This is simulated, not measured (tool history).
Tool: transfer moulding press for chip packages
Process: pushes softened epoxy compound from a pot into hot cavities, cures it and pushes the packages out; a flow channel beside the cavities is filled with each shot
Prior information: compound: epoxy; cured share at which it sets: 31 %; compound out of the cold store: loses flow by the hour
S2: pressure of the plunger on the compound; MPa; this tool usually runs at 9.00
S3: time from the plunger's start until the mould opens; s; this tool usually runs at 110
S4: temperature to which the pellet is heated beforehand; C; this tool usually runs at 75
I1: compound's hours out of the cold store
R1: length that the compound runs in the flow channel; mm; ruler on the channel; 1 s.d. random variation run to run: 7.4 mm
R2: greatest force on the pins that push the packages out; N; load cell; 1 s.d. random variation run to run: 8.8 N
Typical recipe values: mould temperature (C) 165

Run 1, hour 0.0: usual settings; I1 27.5. Result: R1 849 mm, R2 413 N.
Run 2, hour 32.3: usual settings; I1 26.8. Result: R1 855 mm, R2 706 N.
At hour 48.3: cavities cleaned with cleaning compound and waxed.
Run 3, hour 58.9: usual settings but S3 116 s; I1 32.1. Result: R1 846 mm, R2 897 N.
Run 4, hour 79.3: usual settings but S4 69 C; I1 43.4. Result: R1 816 mm, R2 951 N.
At hour 96.2: plunger's sealing rings changed.
At hour 101.7: cavities cleaned with cleaning compound and waxed.
Run 5, hour 124.0: usual settings; I1 33.0. Result: R1 893 mm, R2 629 N.
At hour 154.2: cavities cleaned with cleaning compound and waxed.
At hour 165.2: cavities cleaned with cleaning compound and waxed, once more.
Run 6, hour 167.7: usual settings but S3 123 s; I1 12.3. Result: R1 935 mm, R2 391 N.
Run 7, hour 201.7: usual settings; I1 29.0. Result: R1 894 mm, R2 729 N.
At hour 216.9: cavities cleaned with cleaning compound and waxed.
Run 8, hour 226.5: usual settings but mould temperature (C) 162; I1 13.2. Result: R1 948 mm, R2 623 N.
At hour 266.2: cavities cleaned with cleaning compound and waxed.
Run 9, hour 269.2: usual settings but mould temperature (C) 162; I1 24.8. Result: R1 909 mm, R2 528 N.
Run 10, hour 304.5: usual settings but mould temperature (C) 162; I1 27.9. Result: R1 880 mm, R2 880 N.
At hour 317.2: cavities cleaned with cleaning compound and waxed.
Run 11, hour 346.9: usual settings but mould temperature (C) 162; I1 9.5. Result: R1 925 mm, R2 867 N.
At hour 367.0: cavities cleaned with cleaning compound and waxed.
Run 12, hour 385.7: usual settings but S2 7.29 MPa; I1 22.3. Result: R1 784 mm, R2 620 N.
Run 13, hour 410.1: usual settings but S3 104 s; I1 18.3. Result: R1 877 mm, R2 838 N.
At hour 419.1: cavities cleaned with cleaning compound and waxed.
Run 14, hour 433.4: usual settings but S2 6.98 MPa, S3 147 s; I1 43.3. Result: R1 722 mm, R2 478 N.
Run 15, hour 460.5: usual settings but mould temperature (C) 164, S2 9.19 MPa, S3 102 s, S4 67 C; I1 28.3. Result: R1 850 mm, R2 924 N.
At hour 471.6: cavities cleaned with cleaning compound and waxed.
Run 16, hour 481.9: usual settings but S3 126 s, S4 76 C; I1 27.7. Result: R1 841 mm, R2 478 N.
At hour 502.1: plunger's sealing rings changed.
Run 17, hour 521.1: usual settings but S2 8.77 MPa, S3 134 s, S4 73 C; I1 20.2. Result: R1 914 mm, R2 686 N.
At hour 526.1: cavities cleaned with cleaning compound and waxed.
Run 18, hour 558.1: usual settings but S3 94 s; I1 46.0. Result: R1 867 mm, R2 927 N.
At hour 578.0: cavities cleaned with cleaning compound and waxed.
Run 19, hour 600.0: usual settings but mould temperature (C) 172, S2 8.74 MPa, S3 143 s; I1 47.8. Result: R1 808 mm, R2 491 N.

Alternative continuations, all from the tool just after run 19; predict every row:
At hour 629.2: cavities cleaned with cleaning compound and waxed.
Run A, hour 645.8: usual settings but mould temperature (C) 169; I1 41.2. Result: R1 ?, R2 ?.
At hour 629.2: cavities cleaned with cleaning compound and waxed.
Run B, hour 645.8: usual settings but mould temperature (C) 169, S2 8.95 MPa; I1 41.2. Result: R1 ?, R2 ?.
At hour 629.2: cavities cleaned with cleaning compound and waxed.
Run C, hour 645.8: usual settings but mould temperature (C) 167, S4 78 C; I1 11.0. Result: R1 ?, R2 ?.
At hour 629.2: cavities cleaned with cleaning compound and waxed.
Run D, hour 645.8: usual settings but mould temperature (C) 166, S2 8.62 MPa, S4 84 C; I1 16.3. Result: R1 ?, R2 ?.
At hour 629.2: cavities cleaned with cleaning compound and waxed.
Run E, hour 645.8: usual settings but mould temperature (C) 172, S2 8.74 MPa, S3 143 s; I1 11.1. Result: R1 ?, R2 ?.

run   R1   R2
  A  823  510
  B  845  519
  C  914  549
  D  887  563
  E  885  472
With the hidden condition removed and each run's random variation left untouched, the same runs would have given:
run   R1   R2
  A  850  338
  B  872  347
  C  943  360
  D  915  368
  E  912  318
